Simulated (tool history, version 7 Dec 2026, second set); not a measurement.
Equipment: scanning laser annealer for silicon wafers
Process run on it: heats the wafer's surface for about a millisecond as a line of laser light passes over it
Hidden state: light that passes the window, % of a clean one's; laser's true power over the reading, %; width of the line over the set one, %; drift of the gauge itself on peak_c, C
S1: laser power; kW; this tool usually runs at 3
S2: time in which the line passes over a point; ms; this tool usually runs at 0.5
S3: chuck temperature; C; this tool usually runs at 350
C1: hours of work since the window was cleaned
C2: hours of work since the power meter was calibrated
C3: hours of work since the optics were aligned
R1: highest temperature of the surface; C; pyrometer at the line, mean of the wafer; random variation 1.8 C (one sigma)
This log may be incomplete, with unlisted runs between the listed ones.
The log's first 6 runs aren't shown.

run	hour	S1	S2	S3	C1	C2	C3	R1
7	266.2	3	0.358	350	400	1634	866	965
8	324.6	3	0.358	350	444	1679	910	963
9	359.9	3	0.358	388	471	1705	937	1004
10	392.8	3	0.5	361	496	1731	962	1072
11	454.3	3	0.5	361	543	1777	1009	1075
12	510.3	3	0.5	361	586	1820	1052	1069
13	572.7	3	0.5	361	633	1868	1100	1076
14	636.5	3	0.5	350	682	1916	1148	1063
15	702.5	3	0.5	350	732	1967	1198	1065
16	734.7	3	0.5	350	757	1991	1223	1062
17	799.5	3	0.5	350	806	2041	1272	1063
18	838.6	3	0.5	350	836	2070	1302	1059
19	903	3	0.5	350	885	2120	1351	1063
# hour 956.6: window over the wafer cleaned
20	969	3	0.5	350	9	2168	1400	1064
21	1005.5	3	0.37	341	37	2196	1428	966
22	1054.9	3	0.37	341	75	2234	1466	966
23	1109.6	2.672	0.569	371	117	2276	1507	1034
24	1158.5	2.672	0.569	371	154	2313	1545	1038
# hour 1181.2: optics aligned, line set to its width
25	1226	2.672	0.569	371	202	2360	34	1034

What does the tool deliver on the next run?
26	1262.4	3.088	0.615	331	229	2388	62	?

{"run 26": {"R1": 1138}}
With no hidden state in the tool, this same run would have given R1 1138 C.
